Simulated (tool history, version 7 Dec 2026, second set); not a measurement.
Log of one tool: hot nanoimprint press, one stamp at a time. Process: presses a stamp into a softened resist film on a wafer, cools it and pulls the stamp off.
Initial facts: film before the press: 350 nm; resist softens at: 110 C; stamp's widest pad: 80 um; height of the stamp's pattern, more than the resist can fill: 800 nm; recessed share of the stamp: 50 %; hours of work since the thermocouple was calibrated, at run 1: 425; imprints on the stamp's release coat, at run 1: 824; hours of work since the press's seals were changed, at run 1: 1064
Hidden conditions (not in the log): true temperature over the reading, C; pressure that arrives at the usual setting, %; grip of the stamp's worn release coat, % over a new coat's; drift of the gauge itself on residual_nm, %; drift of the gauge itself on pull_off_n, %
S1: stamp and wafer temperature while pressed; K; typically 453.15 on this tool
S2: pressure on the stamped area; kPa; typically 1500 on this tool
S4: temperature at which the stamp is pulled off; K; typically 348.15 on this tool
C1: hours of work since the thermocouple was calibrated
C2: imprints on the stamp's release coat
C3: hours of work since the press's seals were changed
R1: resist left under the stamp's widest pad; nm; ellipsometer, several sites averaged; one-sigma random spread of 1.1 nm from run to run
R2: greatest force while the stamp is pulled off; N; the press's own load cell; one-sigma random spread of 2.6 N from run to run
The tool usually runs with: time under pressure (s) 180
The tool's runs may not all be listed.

{"run": 1, "hour": 0.0, "S1": 453.15, "S2": 1500, "time under pressure (s)": 180, "S4": 348.15, "C1": 425, "C2": 824, "C3": 1064, "R1": 175.7, "R2": 131}
{"hour": 25.6, "done": "plate thermocouple calibrated"}
{"run": 2, "hour": 44.0, "S1": 453.15, "S2": 2210, "time under pressure (s)": 180, "S4": 348.15, "C1": 10, "C2": 972, "C3": 1087, "R1": 138.9, "R2": 134}
{"run": 3, "hour": 80.3, "S1": 453.15, "S2": 2210, "time under pressure (s)": 180, "S4": 348.15, "C1": 30, "C2": 1103, "C3": 1107, "R1": 139.6, "R2": 135}
{"run": 4, "hour": 120.6, "S1": 453.15, "S2": 1500, "time under pressure (s)": 180, "S4": 348.15, "C1": 53, "C2": 1248, "C3": 1129, "R1": 163.1, "R2": 136}
{"hour": 161.8, "done": "press's hydraulic seals changed and the load cell set to zero"}
{"run": 5, "hour": 176.1, "S1": 453.15, "S2": 1500, "time under pressure (s)": 180, "S4": 348.15, "C1": 79, "C2": 1419, "C3": 8, "R1": 160.3, "R2": 139}
{"run": 6, "hour": 197.5, "S1": 453.15, "S2": 1500, "time under pressure (s)": 180, "S4": 348.15, "C1": 91, "C2": 1496, "C3": 20, "R1": 161.8, "R2": 141}
{"run": 7, "hour": 239.1, "S1": 453.15, "S2": 1500, "time under pressure (s)": 180, "S4": 356.15, "C1": 114, "C2": 1646, "C3": 43, "R1": 164.7, "R2": 130}
{"run": 8, "hour": 272.0, "S1": 453.15, "S2": 1500, "time under pressure (s)": 180, "S4": 348.15, "C1": 133, "C2": 1765, "C3": 61, "R1": 162.9, "R2": 148}
{"hour": 300.0, "done": "stamp cleaned and given a new release coat"}
{"run": 9, "hour": 314.6, "S1": 453.15, "S2": 1500, "time under pressure (s)": 180, "S4": 348.15, "C1": 153, "C2": 53, "C3": 82, "R1": 163.6, "R2": 116}
{"run": 10, "hour": 361.7, "S1": 453.15, "S2": 1500, "time under pressure (s)": 180, "S4": 348.15, "C1": 179, "C2": 223, "C3": 108, "R1": 166.1, "R2": 121}
{"run": 11, "hour": 382.9, "S1": 453.15, "S2": 1500, "time under pressure (s)": 180, "S4": 348.15, "C1": 191, "C2": 299, "C3": 120, "R1": 164.2, "R2": 124}
{"run": 12, "hour": 413.0, "S1": 453.15, "S2": 1500, "time under pressure (s)": 180, "S4": 348.15, "C1": 208, "C2": 407, "C3": 136, "R1": 167.5, "R2": 124}
{"run": 13, "hour": 448.2, "S1": 453.15, "S2": 1500, "time under pressure (s)": 180, "S4": 348.15, "C1": 227, "C2": 534, "C3": 156, "R1": 168.0, "R2": 126}
{"run": 14, "hour": 495.0, "S1": 453.15, "S2": 1500, "time under pressure (s)": 180, "S4": 348.15, "C1": 253, "C2": 703, "C3": 182, "R1": 166.9, "R2": 133}
{"run": 15, "hour": 522.4, "S1": 453.15, "S2": 1500, "time under pressure (s)": 180, "S4": 348.15, "C1": 269, "C2": 801, "C3": 197, "R1": 167.4, "R2": 134}
{"run": 16, "hour": 542.7, "S1": 453.15, "S2": 1000, "time under pressure (s)": 359, "S4": 348.15, "C1": 280, "C2": 875, "C3": 209, "R1": 151.9, "R2": 129}
{"run": 17, "hour": 574.1, "S1": 446.15, "S2": 1570, "time under pressure (s)": 323, "S4": 334.15, "C1": 297, "C2": 988, "C3": 226, "R1": 194.3, "R2": 152}
{"run": 18, "hour": 599.9, "S1": 446.15, "S2": 1570, "time under pressure (s)": 323, "S4": 334.15, "C1": 312, "C2": 1081, "C3": 240, "R1": 194.5, "R2": 155}
{"run": 19, "hour": 641.1, "S1": 446.15, "S2": 1320, "time under pressure (s)": 111, "S4": 334.15, "C1": 335, "C2": 1229, "C3": 263, "R1": 272.6, "R2": 156}
{"run": 20, "hour": 673.2, "S1": 446.15, "S2": 1320, "time under pressure (s)": 111, "S4": 334.15, "C1": 353, "C2": 1345, "C3": 281, "R1": 270.3, "R2": 159}
{"run": 21, "hour": 717.4, "S1": 453.15, "S2": 1770, "time under pressure (s)": 101, "S4": 348.15, "C1": 377, "C2": 1504, "C3": 306, "R1": 201.7, "R2": 140}
{"run": 22, "hour": 743.2, "S1": 453.15, "S2": 1500, "time under pressure (s)": 151, "S4": 348.15, "C1": 392, "C2": 1597, "C3": 320, "R1": 188.9, "R2": 148}
{"run": 23, "hour": 793.3, "S1": 453.15, "S2": 1510, "time under pressure (s)": 151, "S4": 346.15, "C1": 419, "C2": 1778, "C3": 348, "R1": 187.7, "R2": 150}
{"hour": 819.3, "done": "stamp cleaned and given a new release coat"}
{"run": 24, "hour": 824.7, "S1": 445.15, "S2": 1500, "time under pressure (s)": 341, "S4": 353.15, "C1": 434, "C2": 19, "C3": 362, "R1": 208.1, "R2": 120}
{"hour": 834.9, "done": "plate thermocouple calibrated"}
{"run": 25, "hour": 877.6, "S1": 464.15, "S2": 2220, "time under pressure (s)": 221, "S4": 347.15, "C1": 24, "C2": 199, "C3": 390, "R1": 66.1, "R2": 120}
{"run": 26, "hour": 900.6, "S1": 450.15, "S2": 1500, "time under pressure (s)": 181, "S4": 346.15, "C1": 37, "C2": 282, "C3": 403, "R1": 185.0, "R2": 120}
{"run": 27, "hour": 925.8, "S1": 450.15, "S2": 1500, "time under pressure (s)": 181, "S4": 346.15, "C1": 51, "C2": 373, "C3": 417, "R1": 184.7, "R2": 123}
{"run": 28, "hour": 947.2, "S1": 450.15, "S2": 1500, "time under pressure (s)": 181, "S4": 346.15, "C1": 62, "C2": 450, "C3": 429, "R1": 186.6, "R2": 124}
{"run": 29, "hour": 992.1, "S1": 447.15, "S2": 1500, "time under pressure (s)": 263, "S4": 351.15, "C1": 87, "C2": 612, "C3": 454, "R1": 190.2, "R2": 123}
{"run": 30, "hour": 1039.6, "S1": 447.15, "S2": 960, "time under pressure (s)": 263, "S4": 351.15, "C1": 114, "C2": 783, "C3": 480, "R1": 219.1, "R2": 123}

Each row is a separate what-if for the run after 30, all from the same tool condition, not one after another. Results?
{"run": "A", "hour": 1068.8, "S1": 453.15, "S2": 1500, "time under pressure (s)": 159, "S4": 348.15, "C1": 130, "C2": 888, "C3": 496, "R1": "?", "R2": "?"}
{"run": "B", "hour": 1068.8, "S1": 463.15, "S2": 1800, "time under pressure (s)": 180, "S4": 339.15, "C1": 130, "C2": 888, "C3": 496, "R1": "?", "R2": "?"}
{"run": "C", "hour": 1068.8, "S1": 464.15, "S2": 1810, "time under pressure (s)": 180, "S4": 344.15, "C1": 130, "C2": 888, "C3": 496, "R1": "?", "R2": "?"}
{"run": "D", "hour": 1068.8, "S1": 443.15, "S2": 2010, "time under pressure (s)": 180, "S4": 355.15, "C1": 130, "C2": 888, "C3": 496, "R1": "?", "R2": "?"}

run=A R1=170.6 R2=136
run=B R1=87.5 R2=143
run=C R1=83.2 R2=134
run=D R1=237.0 R2=119
What these runs would have given with no unlogged condition in the tool:
run=A R1=164.7 R2=121
run=B R1=83.9 R2=128
run=C R1=79.8 R2=120
run=D R1=229.8 R2=107
